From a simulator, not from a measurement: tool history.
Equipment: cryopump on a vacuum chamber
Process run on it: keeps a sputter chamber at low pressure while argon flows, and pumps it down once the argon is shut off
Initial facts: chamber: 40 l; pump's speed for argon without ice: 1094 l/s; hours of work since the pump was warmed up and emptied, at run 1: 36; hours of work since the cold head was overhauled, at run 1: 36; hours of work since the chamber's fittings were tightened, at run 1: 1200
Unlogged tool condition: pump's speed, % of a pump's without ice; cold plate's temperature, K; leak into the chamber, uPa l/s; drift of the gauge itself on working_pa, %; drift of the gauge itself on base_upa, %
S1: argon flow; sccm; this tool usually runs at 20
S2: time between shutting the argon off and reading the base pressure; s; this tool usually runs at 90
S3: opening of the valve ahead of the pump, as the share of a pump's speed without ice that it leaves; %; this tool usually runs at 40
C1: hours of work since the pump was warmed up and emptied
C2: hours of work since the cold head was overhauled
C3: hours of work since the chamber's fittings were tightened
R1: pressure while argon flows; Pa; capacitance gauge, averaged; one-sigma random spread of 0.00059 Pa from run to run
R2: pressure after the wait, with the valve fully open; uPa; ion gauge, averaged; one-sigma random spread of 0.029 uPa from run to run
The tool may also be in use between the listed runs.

run   hour  S1   S2  S3   C1   C2    C3      R1    R2
  1    0.0  20   90  40   36   36  1200  0.0781  2.55
  2   15.3  20   90  40   46   46  1211  0.0782  2.57
  3   28.2  20   90  40   55   55  1220  0.0785  2.56
  4   37.3  20   90  40   61   61  1226  0.0771  2.60
  5   50.2  20   90  40   70   70  1235  0.0774  2.54
  6   60.7  20   90  40   77   77  1242  0.0777  2.60
  7   69.1  20   90  40   83   83  1247  0.0779  2.69
  8   83.8  20   90  40   93   93  1257  0.0782  2.62
  9   94.0  18   90  40  100  100  1264  0.0697  2.61
 10  105.0  18   90  40  108  108  1272  0.0717  2.69
 11  117.9  20   90  42  116  116  1281  0.0753  2.76
 12  129.2  20   90  42  124  124  1289  0.0753  2.69
 13  136.3  32   90  40  129  129  1293  0.1261  2.72
 14  143.5  20   90  40  134  134  1298  0.0779  2.69
 15  152.6  19   90  40  140  140  1304  0.0757  2.72
 16  161.8  19   90  40  146  146  1311  0.0751  2.80
 17  169.1  13   55  33  151  151  1316  0.0598  3.56
 18  176.4  20   90  39  156  156  1321  0.0821  2.75
 19  183.9  12   32  53  161  161  1326  0.0360  4.90
 20  195.7  16   53  53  169  169  1334  0.0488  3.53
 21  209.0  20   65  16  178  178  1343  0.1943  3.23
 22  218.0  29   32  40  185  185  1349  0.1151  4.85
 23  226.3  29   32  40  190  190  1355  0.1137  4.95
 24  241.4  11   53  30  201  201  1365  0.0570  3.57
 25  251.9  11   53  30  208  208  1372  0.0571  3.60
 26  259.3  26  139  59  213  213  1377  0.0701  2.41
 27  269.3  19   90  26  220  220  1384  0.1144  2.72
 28  276.0  19   90  40  224  224  1389  0.0755  2.79
 29  289.1  19   90  43  233  233  1398  0.0704  2.75
 30  302.0  19   70  43  242  242  1406  0.0702  3.12
 31  316.8  21   90  51  252  252  1417  0.0670  2.84

Pick out some run-to-run changes in R1. Of each, how much would a tool without hidden state show as well, from the settings, what came in and chance, and how much is left for the hidden state and any gauge scatter not in both results compared?
Run 12 -> 13: S1 20 -> 32, S3 42 -> 40. R1 +0.0508 Pa: hidden state +0.0009, all else +0.0499.
Run 20 -> 21: S1 16 -> 20, S2 53 -> 65, S3 53 -> 16. R1 +0.1455 Pa: hidden state +0.0005, all else +0.1450.
Run 21 -> 22: S1 20 -> 29, S2 65 -> 32, S3 16 -> 40. R1 -0.0792 Pa: hidden state +0.0009, all else -0.0801.
Run 23 -> 24: S1 29 -> 11, S2 32 -> 53, S3 40 -> 30. R1 -0.0567 Pa: hidden state -0.0018, all else -0.0549.
Run 25 -> 26: S1 11 -> 26, S2 53 -> 139, S3 30 -> 59. R1 +0.0130 Pa: hidden state +0.0016, all else +0.0114.
